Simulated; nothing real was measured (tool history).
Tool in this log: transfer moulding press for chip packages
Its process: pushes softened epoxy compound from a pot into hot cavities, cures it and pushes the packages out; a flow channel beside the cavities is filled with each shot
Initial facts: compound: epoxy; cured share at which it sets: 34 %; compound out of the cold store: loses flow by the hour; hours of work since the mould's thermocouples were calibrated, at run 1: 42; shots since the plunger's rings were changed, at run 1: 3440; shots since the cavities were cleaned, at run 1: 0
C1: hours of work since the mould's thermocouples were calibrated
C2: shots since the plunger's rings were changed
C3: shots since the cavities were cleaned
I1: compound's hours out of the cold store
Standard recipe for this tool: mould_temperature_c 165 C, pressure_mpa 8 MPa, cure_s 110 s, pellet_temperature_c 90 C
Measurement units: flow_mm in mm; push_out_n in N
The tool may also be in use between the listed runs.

Run 1, day 0: usual settings; C1 42; C2 3440; C3 0; I1 25.2. Result: flow_mm 805 mm, push_out_n 521 N.
Run 2, day 0.717: usual settings; C1 55; C2 3637; C3 197; I1 17.6. Result: flow_mm 832 mm, push_out_n 693 N.
Run 3, day 1.754: usual settings; C1 73; C2 3922; C3 482; I1 20.7. Result: flow_mm 818 mm, push_out_n 807 N.
Run 4, day 2.921: usual settings but mould_temperature_c 159 C; C1 93; C2 4244; C3 804; I1 43.6. Result: flow_mm 725 mm, push_out_n 1161 N.
At day 3.346: cavities cleaned with cleaning compound and waxed.
Run 5, day 4.1: usual settings but mould_temperature_c 159 C; C1 112; C2 4552; C3 208; I1 39.8. Result: flow_mm 730 mm, push_out_n 974 N.
Run 6, day 4.854: usual settings but mould_temperature_c 160 C; C1 125; C2 4758; C3 414; I1 30.6. Result: flow_mm 768 mm, push_out_n 1033 N.
Run 7, day 5.558: usual settings; C1 138; C2 4952; C3 608; I1 37.4. Result: flow_mm 719 mm, push_out_n 825 N.
At day 6.654: cavities cleaned with cleaning compound and waxed.
At day 6.858: plunger's sealing rings changed.
Run 8, day 7.071: usual settings; C1 161; C2 58; C3 85; I1 18.4. Result: flow_mm 868 mm, push_out_n 597 N.
Run 9, day 7.862: usual settings; C1 175; C2 276; C3 303; I1 28.7. Result: flow_mm 822 mm, push_out_n 700 N.
Run 10, day 9.158: usual settings but pressure_mpa 9.65 MPa; C1 197; C2 633; C3 660; I1 31.5. Result: flow_mm 884 mm, push_out_n 821 N.
Run 11, day 9.804: usual settings but pressure_mpa 9.65 MPa; C1 208; C2 811; C3 838; I1 41. Result: flow_mm 815 mm, push_out_n 807 N.
At day 10.108: cavities cleaned with cleaning compound and waxed.
Run 12, day 10.567: usual settings but pressure_mpa 9.65 MPa; C1 221; C2 1003; C3 126; I1 8.6. Result: flow_mm 1011 mm, push_out_n 637 N.
Run 13, day 11.85: usual settings but pellet_temperature_c 80 C; C1 243; C2 1357; C3 480; I1 26.2. Result: flow_mm 814 mm, push_out_n 822 N.
Run 14, day 12.85: usual settings but pellet_temperature_c 80 C; C1 260; C2 1632; C3 755; I1 13. Result: flow_mm 888 mm, push_out_n 880 N.
At day 13.425: cavities cleaned with cleaning compound and waxed.
Run 15, day 14.138: usual settings but pellet_temperature_c 80 C; C1 281; C2 1970; C3 196; I1 19.6. Result: flow_mm 842 mm, push_out_n 654 N.
Run 16, day 15.058: usual settings but pellet_temperature_c 94 C; C1 297; C2 2224; C3 450; I1 22.4. Result: flow_mm 827 mm, push_out_n 769 N.
Run 17, day 15.696: usual settings but mould_temperature_c 164 C, pressure_mpa 6.47 MPa, cure_s 101 s, pellet_temperature_c 94 C; C1 308; C2 2399; C3 625; I1 43.1. Result: flow_mm 653 mm, push_out_n 940 N.
At day 16.738: cavities cleaned with cleaning compound and waxed.
Run 18, day 16.962: usual settings but mould_temperature_c 164 C, pressure_mpa 6.47 MPa, cure_s 101 s, pellet_temperature_c 94 C; C1 329; C2 2731; C3 63; I1 17.9. Result: flow_mm 758 mm, push_out_n 673 N.
Run 19, day 18.317: usual settings but pressure_mpa 6.24 MPa; C1 353; C2 3104; C3 436; I1 14.2. Result: flow_mm 751 mm, push_out_n 786 N.
Run 20, day 19.012: usual settings but pressure_mpa 6.24 MPa; C1 365; C2 3295; C3 627; I1 23.7. Result: flow_mm 709 mm, push_out_n 785 N.
Run 21, day 19.788: usual settings but mould_temperature_c 171 C, pressure_mpa 6.24 MPa; C1 378; C2 3508; C3 840; I1 15. Result: flow_mm 732 mm, push_out_n 711 N.
At day 20.017: cavities cleaned with cleaning compound and waxed.
Run 22, day 20.767: usual settings but mould_temperature_c 164 C, pressure_mpa 9.07 MPa, cure_s 94 s, pellet_temperature_c 98 C; C1 394; C2 3761; C3 207; I1 30.8. Result: flow_mm 807 mm, push_out_n 898 N.
Run 23, day 21.825: usual settings but pressure_mpa 8.54 MPa, pellet_temperature_c 81 C; C1 413; C2 4053; C3 499; I1 46. Result: flow_mm 720 mm, push_out_n 791 N.
Run 24, day 22.621: usual settings but mould_temperature_c 172 C, pressure_mpa 6.33 MPa; C1 426; C2 4272; C3 718; I1 11.5. Result: flow_mm 736 mm, push_out_n 694 N.
Run 25, day 23.204: usual settings but mould_temperature_c 172 C, pressure_mpa 6.33 MPa; C1 437; C2 4433; C3 879; I1 13.9. Result: flow_mm 731 mm, push_out_n 676 N.
At day 23.342: cavities cleaned with cleaning compound and waxed.
Run 26, day 24.088: usual settings but pressure_mpa 6.89 MPa; C1 451; C2 4659; C3 206; I1 35.4. Result: flow_mm 665 mm, push_out_n 632 N.
Run 27, day 24.729: usual settings but mould_temperature_c 168 C, pressure_mpa 9.42 MPa, cure_s 135 s, pellet_temperature_c 82 C; C1 462; C2 4835; C3 382; I1 13. Result: flow_mm 888 mm, push_out_n 619 N.
Run 28, day 25.567: usual settings but mould_temperature_c 168 C, pressure_mpa 9.42 MPa, cure_s 135 s, pellet_temperature_c 82 C; C1 476; C2 5066; C3 613; I1 31.3. Result: flow_mm 793 mm, push_out_n 650 N.
At day 26.338: plunger's sealing rings changed.
Run 29, day 26.338: usual settings but mould_temperature_c 168 C, pressure_mpa 9.42 MPa, cure_s 135 s, pellet_temperature_c 82 C; C1 488; C2 0; C3 796; I1 44.7. Result: flow_mm 804 mm, push_out_n 673 N.

Below, some changes in flow_mm between adjacent runs. For each, the amount present without the hidden state too (settings, incoming material, random variation) and the amount remaining for the hidden state with gauge scatter not shared by both compared results:
The tool's hidden condition here consists of: true mould temperature over the reading, C; pressure that reaches the compound, % of what is set; grip of the stained cavities, % over clean ones'; drift of the gauge itself on flow_mm, %; drift of the gauge itself on push_out_n, %.
Run 7 -> 8: cavities cleaned with cleaning compound and waxed, plunger's sealing rings changed. flow_mm +149 mm: hidden state +57, all else +92.
Run 12 -> 13: pressure_mpa 9.65 -> 8, pellet_temperature_c 90 -> 80. flow_mm -197 mm: hidden state -1, all else -196.
Run 26 -> 27: mould_temperature_c 165 -> 168, pressure_mpa 6.89 -> 9.42, cure_s 110 -> 135, pellet_temperature_c 90 -> 82. flow_mm +223 mm: hidden state -22, all else +245.
Run 28 -> 29: plunger's sealing rings changed. flow_mm +11 mm: hidden state +70, all else -59.
